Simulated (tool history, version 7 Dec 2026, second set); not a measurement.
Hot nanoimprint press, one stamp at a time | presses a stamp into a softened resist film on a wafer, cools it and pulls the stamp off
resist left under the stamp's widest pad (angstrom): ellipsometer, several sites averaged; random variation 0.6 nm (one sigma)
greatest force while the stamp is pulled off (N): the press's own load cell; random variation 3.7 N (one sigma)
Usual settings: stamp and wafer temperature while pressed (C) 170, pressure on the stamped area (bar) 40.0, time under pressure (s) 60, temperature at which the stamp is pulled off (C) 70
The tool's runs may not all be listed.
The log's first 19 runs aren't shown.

| run | hour | stamp and wafer temperature while pressed (C) | pressure on the stamped area (bar) | time under pressure (s) | temperature at which the stamp is pulled off (C) | resist left under the stamp's widest pad (angstrom) | greatest force while the stamp is pulled off (N) |
|---|---|---|---|---|---|---|---|
| 20 | 732.9 | 172 | 34.6 | 90 | 70 | 1044 | 202 |
| 21 | 788.2 | 172 | 34.6 | 113 | 57 | 966 | 297 |
| 22 | 841.3 | 172 | 34.6 | 113 | 57 | 965 | 307 |
|  | 878.2 | stamp cleaned and given a new release coat |
| 23 | 885.6 | 172 | 34.6 | 113 | 57 | 959 | 248 |
| 24 | 913.3 | 172 | 34.6 | 113 | 57 | 957 | 243 |
| 25 | 936.9 | 172 | 34.6 | 110 | 72 | 972 | 177 |
| 26 | 970.7 | 172 | 34.6 | 110 | 72 | 972 | 169 |
| 27 | 994.9 | 172 | 34.6 | 110 | 72 | 960 | 191 |
| 28 | 1043.0 | 171 | 27.0 | 107 | 72 | 1143 | 195 |
|  | 1076.1 | plate thermocouple calibrated |
| 29 | 1080.5 | 179 | 28.0 | 36 | 70 | 1238 | 219 |
| 30 | 1134.1 | 179 | 28.0 | 81 | 70 | 980 | 235 |

Forecast each of these 4 alternatives for the next run:
| A | 1159.7 | 161 | 40.0 | 60 | 70 | ? | ? |
| B | 1159.7 | 170 | 40.0 | 45 | 70 | ? | ? |
| C | 1159.7 | 179 | 28.0 | 46 | 70 | ? | ? |
| D | 1159.7 | 171 | 40.0 | 41 | 57 | ? | ? |

| run | resist left under the stamp's widest pad (angstrom) | greatest force while the stamp is pulled off (N) |
|---|---|---|
| A | 1523 | 233 |
| B | 1290 | 238 |
| C | 1146 | 241 |
| D | 1281 | 327 |
Without the tool's hidden state the same runs would have given:
| run | resist left under the stamp's widest pad (angstrom) | greatest force while the stamp is pulled off (N) |
|---|---|---|
| A | 1516 | 176 |
| B | 1280 | 180 |
| C | 1141 | 182 |
| D | 1271 | 247 |

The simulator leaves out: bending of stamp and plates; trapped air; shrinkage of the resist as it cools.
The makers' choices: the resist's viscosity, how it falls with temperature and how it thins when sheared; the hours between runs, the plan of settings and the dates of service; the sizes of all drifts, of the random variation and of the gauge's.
